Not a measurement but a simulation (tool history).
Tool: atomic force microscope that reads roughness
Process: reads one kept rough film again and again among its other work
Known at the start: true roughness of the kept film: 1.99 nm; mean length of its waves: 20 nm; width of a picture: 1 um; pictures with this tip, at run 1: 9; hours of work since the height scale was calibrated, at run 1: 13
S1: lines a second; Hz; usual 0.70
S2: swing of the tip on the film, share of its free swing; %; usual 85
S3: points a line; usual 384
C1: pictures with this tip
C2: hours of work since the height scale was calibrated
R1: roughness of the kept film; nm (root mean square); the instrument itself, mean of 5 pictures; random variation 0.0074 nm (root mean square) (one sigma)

run 1 hour=0.0 | S1=0.70 S2=85 S3=384 | C1=9 C2=13 | R1=1.562
run 2 hour=8.3 | S1=0.70 S2=85 S3=384 | C1=14 C2=17 | R1=1.565
run 3 hour=13.3 | S1=0.70 S2=85 S3=384 | C1=17 C2=19 | R1=1.561
run 4 hour=20.1 | S1=0.70 S2=85 S3=384 | C1=21 C2=21 | R1=1.574
run 5 hour=28.8 | S1=0.70 S2=84 S3=384 | C1=26 C2=25 | R1=1.560
run 6 hour=33.3 | S1=0.70 S2=84 S3=384 | C1=29 C2=27 | R1=1.565
run 7 hour=42.1 | S1=0.70 S2=84 S3=384 | C1=34 C2=30 | R1=1.558
run 8 hour=47.2 | S1=3.58 S2=82 S3=919 | C1=37 C2=32 | R1=1.386
run 9 hour=51.7 | S1=3.58 S2=82 S3=919 | C1=40 C2=34 | R1=1.385

Forecast run 10:
run 10 hour=57.3 | S1=1.51 S2=82 S3=416 | C1=44 C2=36 | R1=?

R1: 1.517 nm (root mean square)
Without the tool's hidden state the same run would have given R1 1.521 nm (root mean square).

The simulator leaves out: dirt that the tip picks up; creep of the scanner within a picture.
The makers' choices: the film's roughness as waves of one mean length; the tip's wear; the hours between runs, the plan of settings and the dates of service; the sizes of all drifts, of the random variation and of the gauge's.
